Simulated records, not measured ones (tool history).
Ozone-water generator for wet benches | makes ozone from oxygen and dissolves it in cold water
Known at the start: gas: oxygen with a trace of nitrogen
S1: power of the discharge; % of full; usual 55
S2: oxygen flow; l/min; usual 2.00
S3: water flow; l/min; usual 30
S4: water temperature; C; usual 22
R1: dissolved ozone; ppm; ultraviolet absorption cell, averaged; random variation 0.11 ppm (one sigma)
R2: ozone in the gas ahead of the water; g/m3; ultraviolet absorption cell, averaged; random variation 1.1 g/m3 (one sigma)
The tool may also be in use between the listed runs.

| run | hour | S1 | S2 | S3 | S4 | R1 | R2 |
|---|---|---|---|---|---|---|---|
| 1 | 0.0 | 55 | 2.00 | 30 | 22 | 5.3 | 186.5 |
| 2 | 41.3 | 44 | 2.00 | 30 | 22 | 4.4 | 154.2 |
| 3 | 115.8 | 55 | 2.00 | 30 | 26 | 5.1 | 185.3 |
| 4 | 173.2 | 55 | 2.00 | 30 | 17 | 5.2 | 183.6 |
| 5 | 225.7 | 55 | 2.00 | 30 | 17 | 5.5 | 184.3 |
| 6 | 288.7 | 55 | 2.00 | 30 | 17 | 5.3 | 185.4 |
| 7 | 329.0 | 92 | 2.00 | 30 | 22 | 8.1 | 284.5 |
| 8 | 384.8 | 55 | 2.00 | 30 | 22 | 5.2 | 184.8 |
| 9 | 459.7 | 55 | 1.04 | 30 | 22 | 4.5 | 285.8 |
|  | 466.6 | water thermometer calibrated |
| 10 | 504.1 | 55 | 1.04 | 30 | 22 | 4.6 | 285.7 |
| 11 | 537.6 | 55 | 2.00 | 30 | 22 | 5.2 | 184.2 |
| 12 | 600.9 | 55 | 2.00 | 30 | 22 | 5.5 | 184.4 |
| 13 | 665.4 | 55 | 2.00 | 30 | 22 | 5.3 | 184.4 |
|  | 699.6 | water thermometer calibrated, once more |
| 14 | 726.2 | 41 | 2.00 | 30 | 15 | 4.3 | 145.4 |
| 15 | 789.5 | 91 | 3.19 | 30 | 20 | 8.5 | 207.0 |
| 16 | 864.0 | 59 | 3.19 | 30 | 16 | 6.0 | 141.1 |
| 17 | 921.4 | 80 | 1.54 | 30 | 27 | 6.6 | 299.0 |
| 18 | 969.6 | 83 | 1.54 | 47 | 27 | 3.9 | 308.4 |
| 19 | 1038.9 | 83 | 1.54 | 47 | 27 | 4.1 | 307.2 |
| 20 | 1093.6 | 83 | 3.02 | 25 | 27 | 8.6 | 194.5 |
| 21 | 1135.8 | 83 | 3.02 | 25 | 27 | 9.0 | 196.5 |
| 22 | 1199.9 | 83 | 3.02 | 25 | 27 | 8.8 | 196.2 |
| 23 | 1255.0 | 87 | 2.00 | 35 | 16 | 6.5 | 266.0 |

Hidden state or all else? Some run-to-run changes of R1, split into what the settings, what came in and random variation would give without the hidden state, and what is left for the hidden state (with any gauge scatter that isn't in both results):
The hidden state here: yield of the discharge, % of new electrodes'; contactor's efficiency, % of a clean one's; true water temperature over the reading, C; drift of the gauge itself on ozone_ppm, %; drift of the gauge itself on gas_g_m3, %.
Run 14 -> 15: S1 41 -> 91, S2 2.00 -> 3.19, S4 15 -> 20. R1 +4.2 ppm: hidden state -0.9, all else +5.1.
Run 19 -> 20: S2 1.54 -> 3.02, S3 47 -> 25. R1 +4.5 ppm: hidden state -0.7, all else +5.2.

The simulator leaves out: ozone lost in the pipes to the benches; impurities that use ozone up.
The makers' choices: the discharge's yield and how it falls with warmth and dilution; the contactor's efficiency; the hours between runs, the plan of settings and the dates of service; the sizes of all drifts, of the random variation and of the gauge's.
